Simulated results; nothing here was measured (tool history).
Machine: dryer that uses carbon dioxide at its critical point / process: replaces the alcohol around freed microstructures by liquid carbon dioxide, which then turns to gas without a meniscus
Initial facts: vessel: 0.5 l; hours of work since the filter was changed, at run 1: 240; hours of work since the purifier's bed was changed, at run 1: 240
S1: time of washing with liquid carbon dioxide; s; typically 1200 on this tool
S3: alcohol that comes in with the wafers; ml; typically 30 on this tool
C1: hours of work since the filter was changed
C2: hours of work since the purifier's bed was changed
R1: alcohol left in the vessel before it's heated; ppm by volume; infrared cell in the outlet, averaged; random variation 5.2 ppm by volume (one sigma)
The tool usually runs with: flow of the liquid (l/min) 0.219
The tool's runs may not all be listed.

run 1 hour=0.0 | S1=1200 flow_of_the_liquid_(l/min)=0.219 S3=30 | C1=240 C2=240 | R1=189
run 2 hour=9.4 | S1=1200 flow_of_the_liquid_(l/min)=0.203 S3=30 | C1=246 C2=246 | R1=281
run 3 hour=17.2 | S1=1200 flow_of_the_liquid_(l/min)=0.219 S3=68 | C1=251 C2=251 | R1=395
run 4 hour=24.3 | S1=1200 flow_of_the_liquid_(l/min)=0.219 S3=68 | C1=256 C2=256 | R1=412
run 5 hour=37.3 | S1=840 flow_of_the_liquid_(l/min)=0.219 S3=68 | C1=265 C2=265 | R1=2312
run 6 hour=45.6 | S1=1200 flow_of_the_liquid_(l/min)=0.219 S3=30 | C1=271 C2=271 | R1=200
run 7 hour=54.1 | S1=1200 flow_of_the_liquid_(l/min)=0.219 S3=30 | C1=276 C2=276 | R1=192
run 8 hour=62.0 | S1=1200 flow_of_the_liquid_(l/min)=0.219 S3=30 | C1=282 C2=282 | R1=196
run 9 hour=75.5 | S1=1200 flow_of_the_liquid_(l/min)=0.219 S3=30 | C1=291 C2=291 | R1=210
run 10 hour=84.7 | S1=1200 flow_of_the_liquid_(l/min)=0.170 S3=30 | C1=297 C2=297 | R1=727
run 11 hour=92.2 | S1=1200 flow_of_the_liquid_(l/min)=0.170 S3=30 | C1=302 C2=302 | R1=736
run 12 hour=106.2 | S1=900 flow_of_the_liquid_(l/min)=0.303 S3=30 | C1=312 C2=312 | R1=174
run 13 hour=118.2 | S1=1320 flow_of_the_liquid_(l/min)=0.225 S3=22 | C1=320 C2=320 | R1=104
run 14 hour=126.0 | S1=840 flow_of_the_liquid_(l/min)=0.225 S3=22 | C1=325 C2=325 | R1=747
run 15 hour=135.1 | S1=840 flow_of_the_liquid_(l/min)=0.233 S3=22 | C1=331 C2=331 | R1=669
run 16 hour=148.0 | S1=1080 flow_of_the_liquid_(l/min)=0.256 S3=20 | C1=340 C2=340 | R1=134
run 17 hour=160.5 | S1=1200 flow_of_the_liquid_(l/min)=0.179 S3=30 | C1=348 C2=348 | R1=634
run 18 hour=174.0 | S1=1200 flow_of_the_liquid_(l/min)=0.179 S3=27 | C1=357 C2=357 | R1=576
run 19 hour=184.6 | S1=1200 flow_of_the_liquid_(l/min)=0.179 S3=27 | C1=365 C2=365 | R1=596
run 20 hour=198.3 | S1=1200 flow_of_the_liquid_(l/min)=0.191 S3=110 | C1=374 C2=374 | R1=1730

5 options for the next run, each taken on its own from the tool as it stands now. Forecast them:
run A hour=204.9 | S1=1200 flow_of_the_liquid_(l/min)=0.191 S3=58 | C1=378 C2=378 | R1=?
run B hour=204.9 | S1=1200 flow_of_the_liquid_(l/min)=0.191 S3=55 | C1=378 C2=378 | R1=?
run C hour=204.9 | S1=1200 flow_of_the_liquid_(l/min)=0.298 S3=30 | C1=378 C2=378 | R1=?
run D hour=204.9 | S1=1680 flow_of_the_liquid_(l/min)=0.371 S3=45 | C1=378 C2=378 | R1=?
run E hour=204.9 | S1=1200 flow_of_the_liquid_(l/min)=0.191 S3=115 | C1=378 C2=378 | R1=?

run=A R1=974
run=B R1=886
run=C R1=63
run=D R1=34
run=E R1=1866
Without the tool's unlogged condition, the same runs would have read:
run=A R1=418
run=B R1=377
run=C R1=17
run=D R1=9
run=E R1=815
